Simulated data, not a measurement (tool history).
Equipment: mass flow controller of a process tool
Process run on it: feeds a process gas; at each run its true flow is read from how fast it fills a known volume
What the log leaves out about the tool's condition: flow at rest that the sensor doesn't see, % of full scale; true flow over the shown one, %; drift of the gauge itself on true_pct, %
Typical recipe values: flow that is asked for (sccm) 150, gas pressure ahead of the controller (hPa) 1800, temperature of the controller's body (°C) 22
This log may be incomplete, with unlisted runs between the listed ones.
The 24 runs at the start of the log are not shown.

run,hour,flow that is asked for (sccm),gas pressure ahead of the controller (hPa),temperature of the controller's body (°C),hours of work since the controller was set to zero,hours of work since the controller was changed,true flow (%)
25,1853.1,150,1990,22,3166,3166,97.15
26,1952.1,221,2290,34,3242,3242,99.39
27,2029.8,221,1580,29,3302,3302,98.49
28,2113.8,221,1580,29,3367,3367,98.37
29,2171.3,332,2240,29,3412,3412,100.03
30,2225.4,332,2240,29,3453,3453,99.95
31,2276.1,64,2220,22,3493,3493,94.74
32,2318.5,140,1800,22,3525,3525,96.88
33,2365,361,1410,25,3561,3561,99.33
34,2440,301,2150,27,3619,3619,99.37

Branching from run 34: 5 alternative next runs. What would each branch give?
A,2514.6,228,1800,39,3677,3677,?
B,2514.6,112,2510,35,3677,3677,?
C,2514.6,125,2150,23,3677,3677,?
D,2514.6,192,1660,35,3677,3677,?
E,2514.6,150,1560,38,3677,3677,?

run,true flow (%)
A,99.62
B,97.78
C,96.81
D,98.65
E,98.21
With no hidden state in the tool, these same runs would have given:
run,true flow (%)
A,99.35
B,98.59
C,97.4
D,98.58
E,98.48
